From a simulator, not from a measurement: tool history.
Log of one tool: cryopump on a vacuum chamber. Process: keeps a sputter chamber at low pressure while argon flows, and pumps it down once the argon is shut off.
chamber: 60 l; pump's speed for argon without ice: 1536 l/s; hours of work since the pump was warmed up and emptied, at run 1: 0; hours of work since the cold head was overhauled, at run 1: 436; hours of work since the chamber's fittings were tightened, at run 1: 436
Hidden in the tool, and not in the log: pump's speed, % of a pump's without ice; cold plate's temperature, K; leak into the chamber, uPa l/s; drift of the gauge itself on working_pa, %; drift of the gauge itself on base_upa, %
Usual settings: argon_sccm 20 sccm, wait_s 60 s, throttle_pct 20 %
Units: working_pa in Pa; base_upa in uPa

run   hour  argon_sccm  wait_s  throttle_pct  hours of work since the pump was warmed up and emptied  hours of work since the cold head was overhauled  hours of work since the chamber's fittings were tightened  working_pa  base_upa
  1      0          20      60            20                                                       0                                               436                                                        436       0.111      1.48
  2   34.7          20      60            20                                                      19                                               455                                                        455      0.1102      1.47
  3   72.5          20      60            20                                                      39                                               475                                                        475        0.11      1.44
  4   95.9          20      60            20                                                      52                                               488                                                        488      0.1109      1.45
  5  115.2          20      60            20                                                      62                                               498                                                        498      0.1115      1.46
  6  133.5          20      60            20                                                      72                                               508                                                        508      0.1098      1.46
  7  154.5          20      60            20                                                      83                                               520                                                        520      0.1108      1.45
  8  187.2          20      60            20                                                     101                                               537                                                        537      0.1101      1.51
  9  223.3          20      60            20                                                     121                                               557                                                        557      0.1119      1.51
 10  267.8          20      60            20                                                     145                                               581                                                        581      0.1127      1.52
 11  290.4          20      29            20                                                     157                                               593                                                        593      0.1125      2.66
 12  332.5          37      60            20                                                     180                                               616                                                        616      0.2091      1.52
 13  370.9          20      60            20                                                     200                                               636                                                        636      0.1124      1.57
 14  408.5          20      60            20                                                     221                                               657                                                        657      0.1131      1.58
 15  436.9          20      40            20                                                     236                                               672                                                        672      0.1127       2.1
 16  460.4           9      60            20                                                     249                                               685                                                        685      0.0518      1.58
 17  494.7           9      60            20                                                     267                                               703                                                        703      0.0506      1.58
 18  525.2           9      60            20                                                     284                                               720                                                        720      0.0515      1.62
 19  547.5          32      89            20                                                     296                                               732                                                        732      0.1827      1.32
 20    568          32      89            20                                                     307                                               743                                                        743      0.1841      1.28
 21  611.3           9     232            28                                                     330                                               766                                                        766       0.038      0.88
 22  638.3          21      60            26                                                     345                                               781                                                        781      0.0937      1.58
 23    657          10      24            22                                                     355                                               791                                                        791      0.0526      3.27
 24  692.3          24      60            20                                                     374                                               810                                                        810       0.139      1.71
 25  713.6          16      60            20                                                     385                                               821                                                        821       0.093      1.74
 26  747.4           9      60            27                                                     404                                               840                                                        840       0.039      1.71
 27  766.6          12      60            60                                                     414                                               850                                                        850      0.0258      1.72
 28  801.1          20      86            20                                                     432                                               869                                                        869       0.117      1.41
     808.8  -- pump warmed up, emptied and cooled again
 29  825.6          20      86            20                                                       9                                               879                                                        879        0.11      1.25
 30  859.1          20      23            20                                                      27                                               897                                                        897      0.1106      3.35
 31    878          29      60            38                                                      37                                               908                                                        908      0.0847      1.56
 32  909.2          29      60            38                                                      54                                               924                                                        924      0.0855      1.56
 33  944.6          25      60            18                                                      73                                               944                                                        944      0.1554       1.6
 34  971.3          25      60            18                                                      88                                               958                                                        958      0.1556      1.63
 35  998.6           9      60            18                                                     102                                               973                                                        973      0.0553      1.64

Forecast each of these 3 alternatives for the next run:
  A  1031.7          11      60            18                                                     120                                               991                                                        991           ?         ?
  B  1031.7          20      60            16                                                     120                                               991                                                        991           ?         ?
  C  1031.7          20      37            17                                                     120                                               991                                                        991           ?         ?

run  working_pa  base_upa
  A      0.0692      1.63
  B      0.1397      1.66
  C      0.1304      2.26
Without the tool's hidden state the same runs would have given:
run  working_pa  base_upa
  A      0.0681      1.23
  B      0.1378      1.26
  C      0.1285      1.86

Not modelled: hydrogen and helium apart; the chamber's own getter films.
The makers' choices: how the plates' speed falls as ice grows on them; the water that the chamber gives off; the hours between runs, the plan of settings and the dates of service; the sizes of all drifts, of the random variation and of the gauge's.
